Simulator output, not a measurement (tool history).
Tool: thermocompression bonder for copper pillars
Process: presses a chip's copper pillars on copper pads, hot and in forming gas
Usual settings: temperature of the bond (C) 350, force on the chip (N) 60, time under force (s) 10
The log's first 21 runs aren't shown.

run	hour	temperature of the bond (C)	force on the chip (N)	time under force (s)	force that shears a chip off (N)
22	744	321	56	23	69.3
23	786.6	341	64	23	82.4
24	828.5	350	63	28	87.7
25	850.4	350	63	28	87.2
26	882.8	350	63	28	88
27	902.8	350	63	28	85.8
28	923.2	320	37	11	41.4
29	963.7	320	37	11	41.6
30	1004.2	375	57	20	87.8
31	1042.7	363	37	10	58.2
32	1085.6	363	37	17	67.7
33	1108.1	365	85	17	87.5
34	1153.2	379	60	28	89.8
35	1179.4	350	60	9	58.6
36	1208.3	350	60	9	58.9
# hour 1217.7: heater calibrated with a thermocouple chip
37	1248	337	73	25	78.6
38	1287.2	337	73	5	49.1
39	1311.4	350	46	14	62.3
# hour 1317.1: forming gas filter changed
40	1337.8	371	45	10	73.2

Forecast each of these 3 alternatives for the next run:
A	1371.1	378	77	29	?
B	1371.1	340	45	27	?
C	1371.1	376	45	11	?

run	force that shears a chip off (N)
A	102.1
B	77.5
C	74.6
Without the tool's hidden state the same runs would have given:
run	force that shears a chip off (N)
A	104
B	79.8
C	76.9
